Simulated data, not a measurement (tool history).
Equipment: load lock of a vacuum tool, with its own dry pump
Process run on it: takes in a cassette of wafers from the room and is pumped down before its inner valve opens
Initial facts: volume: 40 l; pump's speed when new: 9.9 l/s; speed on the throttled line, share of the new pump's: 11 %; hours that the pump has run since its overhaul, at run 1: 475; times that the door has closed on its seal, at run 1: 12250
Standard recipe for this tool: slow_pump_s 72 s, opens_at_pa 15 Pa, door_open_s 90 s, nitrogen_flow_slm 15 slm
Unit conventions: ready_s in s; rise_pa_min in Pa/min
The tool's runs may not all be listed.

run    hour  slow_pump_s  opens_at_pa  door_open_s  nitrogen_flow_slm  hours that the pump has run since its overhaul  times that the door has closed on its seal  incoming humidity of the room's air, %  ready_s  rise_pa_min
  1     0.0           72           15           90                 15                                             475                                       12250                                    46.1    100.5        0.120
  2   344.4           72           15           90                 15                                             819                                       13160                                    44.4    101.3        0.131
  3   628.1           72           15           90                 15                                            1103                                       13909                                    44.1    100.6        0.130
  4   927.0           72           15           90                 15                                            1401                                       14698                                    44.4    102.3        0.139
  5  1144.3           72           15          143                 15                                            1619                                       15271                                    42.9    102.4        0.154
  6  1361.1           72           15           90                 15                                            1836                                       15844                                    45.3    101.8        0.150
  7  1649.4           72           23           90                 15                                            2124                                       16605                                    44.3     99.7        0.155
  8  1946.0           72           23           90                 15                                            2421                                       17388                                    48.7     99.5        0.162
  9  2167.9           72           23           90                 15                                            2642                                       17974                                    44.8    100.6        0.171
 10  2327.5           40           15           90                 15                                            2802                                       18395                                    44.0     73.7        0.171
 11  2467.3           40           15           90                 15                                            2942                                       18765                                    44.4     74.1        0.178
 12  2740.4           40           15           90                 15                                            3215                                       19486                                    46.0     73.8        0.188
 13  3015.3           72           15           90                 15                                            3490                                       20212                                    43.4    101.9        0.182
 14  3352.5           72           15           90                 15                                            3827                                       21102                                    46.2    101.3        0.201
 15  3564.8           72           15           90                 15                                            4039                                       21663                                    46.9    102.6        0.205
 16  3798.6           72           15           90                  8                                            4273                                       22280                                    45.4    102.0        0.220
 17  3946.1           72           15           90                  8                                            4421                                       22669                                    47.7    101.7        0.226
 18  4259.7           72           25           90                 15                                            4734                                       23497                                    46.0     99.3        0.228
 19  4406.4           72           25           90                 15                                            4881                                       23885                                    42.6    100.1        0.226
 20  4613.6           72           25           90                 15                                            5088                                       24432                                    43.1    100.5        0.230
 21  4767.1           72           26           55                 15                                            5242                                       24837                                    46.9    100.7        0.234
 22  5062.8           72           10           90                 15                                            5537                                       25618                                    41.9    105.0        0.245
 23  5272.6           54           17           90                 15                                            5747                                       26172                                    46.5     87.7        0.256
 24  5566.9           43           11           90                 14                                            6041                                       26949                                    44.4     79.1        0.264
 25  5825.5           43           23           45                 18                                            6300                                       27632                                    48.3     76.6        0.263
 26  5983.1           43           23           45                 18                                            6458                                       28048                                    45.4     76.4        0.261
 27  6293.7           80           14           57                 12                                            6768                                       28868                                    43.5    111.0        0.288
 28  6606.1           80           14           57                 12                                            7081                                       29693                                    45.1    111.4        0.288
 29  6798.5           42           15           90                 14                                            7273                                       30201                                    44.4     78.2        0.302
 30  7093.2           59           19          109                 26                                            7568                                       30979                                    43.6     92.6        0.309
 31  7332.3          114           15          171                  9                                            7807                                       31610                                    40.9    141.8        0.335
 32  7617.1           53           13          116                  5                                            8092                                       32362                                    46.1     89.1        0.346
 33  7769.2          114           13          116                 33                                            8244                                       32764                                    45.0    142.1        0.336
 34  7937.7          114           13          116                 33                                            8412                                       33209                                    46.6    142.6        0.335
 35  8084.7          144           21           90                 39                                            8559                                       33597                                    46.2    166.4        0.340
 36  8294.5           72           28          145                  6                                            8769                                       34151                                    45.2    102.6        0.388
 37  8640.1           72           21           90                 15                                            9115                                       35063                                    45.1    104.7        0.363
 38  8874.9           72           15           90                  4                                            9349                                       35683                                    44.4    107.1        0.394

Consider 3 possible next runs. They are alternatives, not a sequence: every one starts from the tool as it was left by run 38. What does each give?
  A  9165.1          101           15           90                 12                                            9640                                       36450                                    45.9        ?            ?
  B  9165.1          106           15           90                 15                                            9640                                       36450                                    43.3        ?            ?
  C  9165.1           72           10           90                 30                                            9640                                       36450                                    44.6        ?            ?

run  ready_s  rise_pa_min
  A    132.0        0.402
  B    136.8        0.396
  C    108.9        0.383
Without the tool's hidden state the same runs would have given:
run  ready_s  rise_pa_min
  A    126.3        0.054
  B    131.3        0.048
  C    102.1        0.041
